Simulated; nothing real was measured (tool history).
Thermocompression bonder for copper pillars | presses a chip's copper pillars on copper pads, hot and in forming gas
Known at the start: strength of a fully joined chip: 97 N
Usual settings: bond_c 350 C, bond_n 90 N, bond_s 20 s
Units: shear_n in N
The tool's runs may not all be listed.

{"run": 1, "hour": 0.0, "bond_c": 350, "bond_n": 90, "bond_s": 20, "shear_n": 50.3}
{"run": 2, "hour": 11.4, "bond_c": 350, "bond_n": 90, "bond_s": 20, "shear_n": 49.1}
{"run": 3, "hour": 21.6, "bond_c": 350, "bond_n": 90, "bond_s": 20, "shear_n": 49.5}
{"run": 4, "hour": 29.1, "bond_c": 323, "bond_n": 90, "bond_s": 20, "shear_n": 35.1}
{"run": 5, "hour": 39.1, "bond_c": 370, "bond_n": 90, "bond_s": 20, "shear_n": 59.7}
{"run": 6, "hour": 45.3, "bond_c": 370, "bond_n": 90, "bond_s": 48, "shear_n": 74.4}
{"run": 7, "hour": 54.0, "bond_c": 370, "bond_n": 90, "bond_s": 48, "shear_n": 74.1}
{"run": 8, "hour": 64.9, "bond_c": 370, "bond_n": 90, "bond_s": 48, "shear_n": 74.1}
{"run": 9, "hour": 76.2, "bond_c": 370, "bond_n": 90, "bond_s": 48, "shear_n": 72.3}
{"run": 10, "hour": 87.0, "bond_c": 350, "bond_n": 90, "bond_s": 20, "shear_n": 47.3}
{"run": 11, "hour": 94.4, "bond_c": 350, "bond_n": 90, "bond_s": 20, "shear_n": 48.7}
{"run": 12, "hour": 102.3, "bond_c": 350, "bond_n": 80, "bond_s": 20, "shear_n": 44.0}
{"run": 13, "hour": 114.5, "bond_c": 350, "bond_n": 80, "bond_s": 20, "shear_n": 43.6}
{"run": 14, "hour": 122.5, "bond_c": 350, "bond_n": 80, "bond_s": 20, "shear_n": 43.5}
{"run": 15, "hour": 131.3, "bond_c": 333, "bond_n": 64, "bond_s": 20, "shear_n": 28.1}
{"run": 16, "hour": 143.4, "bond_c": 356, "bond_n": 90, "bond_s": 54, "shear_n": 65.9}
{"run": 17, "hour": 151.8, "bond_c": 355, "bond_n": 90, "bond_s": 54, "shear_n": 66.0}
{"run": 18, "hour": 158.9, "bond_c": 355, "bond_n": 103, "bond_s": 54, "shear_n": 71.6}
{"run": 19, "hour": 171.4, "bond_c": 355, "bond_n": 103, "bond_s": 54, "shear_n": 71.0}
{"run": 20, "hour": 182.9, "bond_c": 365, "bond_n": 103, "bond_s": 54, "shear_n": 75.3}
{"run": 21, "hour": 196.0, "bond_c": 365, "bond_n": 65, "bond_s": 54, "shear_n": 58.4}

Forecast each of these 5 alternatives for the next run:
{"run": "A", "hour": 208.8, "bond_c": 351, "bond_n": 90, "bond_s": 31, "shear_n": "?"}
{"run": "B", "hour": 208.8, "bond_c": 347, "bond_n": 65, "bond_s": 17, "shear_n": "?"}
{"run": "C", "hour": 208.8, "bond_c": 379, "bond_n": 104, "bond_s": 19, "shear_n": "?"}
{"run": "D", "hour": 208.8, "bond_c": 354, "bond_n": 107, "bond_s": 38, "shear_n": "?"}
{"run": "E", "hour": 208.8, "bond_c": 365, "bond_n": 61, "bond_s": 54, "shear_n": "?"}

run=A shear_n=54.4
run=B shear_n=31.5
run=C shear_n=65.8
run=D shear_n=64.9
run=E shear_n=54.7
Without the tool's hidden state the same runs would have given:
run=A shear_n=59.8
run=B shear_n=35.1
run=C shear_n=71.8
run=D shear_n=70.9
run=E shear_n=60.0
